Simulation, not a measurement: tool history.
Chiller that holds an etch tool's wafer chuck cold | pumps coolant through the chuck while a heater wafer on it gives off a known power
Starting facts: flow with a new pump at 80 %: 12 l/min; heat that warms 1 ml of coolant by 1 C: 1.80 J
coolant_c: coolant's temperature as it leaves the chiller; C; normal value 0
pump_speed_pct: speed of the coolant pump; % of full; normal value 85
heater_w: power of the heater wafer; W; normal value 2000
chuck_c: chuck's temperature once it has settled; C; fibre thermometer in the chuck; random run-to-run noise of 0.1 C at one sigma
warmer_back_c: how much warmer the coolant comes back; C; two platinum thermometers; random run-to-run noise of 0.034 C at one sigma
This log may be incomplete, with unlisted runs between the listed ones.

run,hour,coolant_c,pump_speed_pct,heater_w,chuck_c,warmer_back_c
1,0.0,0,85,2000,12.5,5.23
2,180.4,2,85,2000,14.5,5.30
3,312.5,2,85,2000,14.5,5.30
4,487.4,2,85,2000,14.8,5.30
5,584.7,2,85,2000,14.8,5.31
6,755.2,2,85,2000,14.6,5.24
7,937.9,2,85,2000,14.6,5.24
8,1125.1,2,85,2000,14.7,5.35
9,1253.4,2,85,2000,14.7,5.29
10,1420.9,2,85,2000,14.7,5.37
11,1516.1,2,85,2000,14.8,5.31
12,1673.8,0,99,2000,11.2,4.63
13,1823.6,1,85,2000,13.8,5.37
14,1980.9,1,85,2000,13.8,5.33
15,2188.2,1,85,2000,13.9,5.37
16,2338.9,1,85,2000,13.9,5.37
17,2541.5,1,67,2000,16.7,6.77
18,2704.8,-8,61,2063,9.5,7.62
19,2824.6,0,75,1515,10.9,4.58
20,2988.6,-2,75,1515,9.0,4.65
21,3078.2,-4,74,1245,4.9,3.84
22,3263.6,4,81,1652,15.2,4.70
# hour 3282.1: chiller's thermometer calibrated
23,3446.1,-10,69,1437,1.8,4.73

Run 24 has not been measured yet. What should we expect?
24,3617.5,-10,69,1437,?,?

chuck_c: 1.6 C
warmer_back_c: 4.77 C
Were there no unlogged condition in the tool, this run, its random variation unchanged, would have produced chuck_c -0.1 C, warmer_back_c 4.59 C.
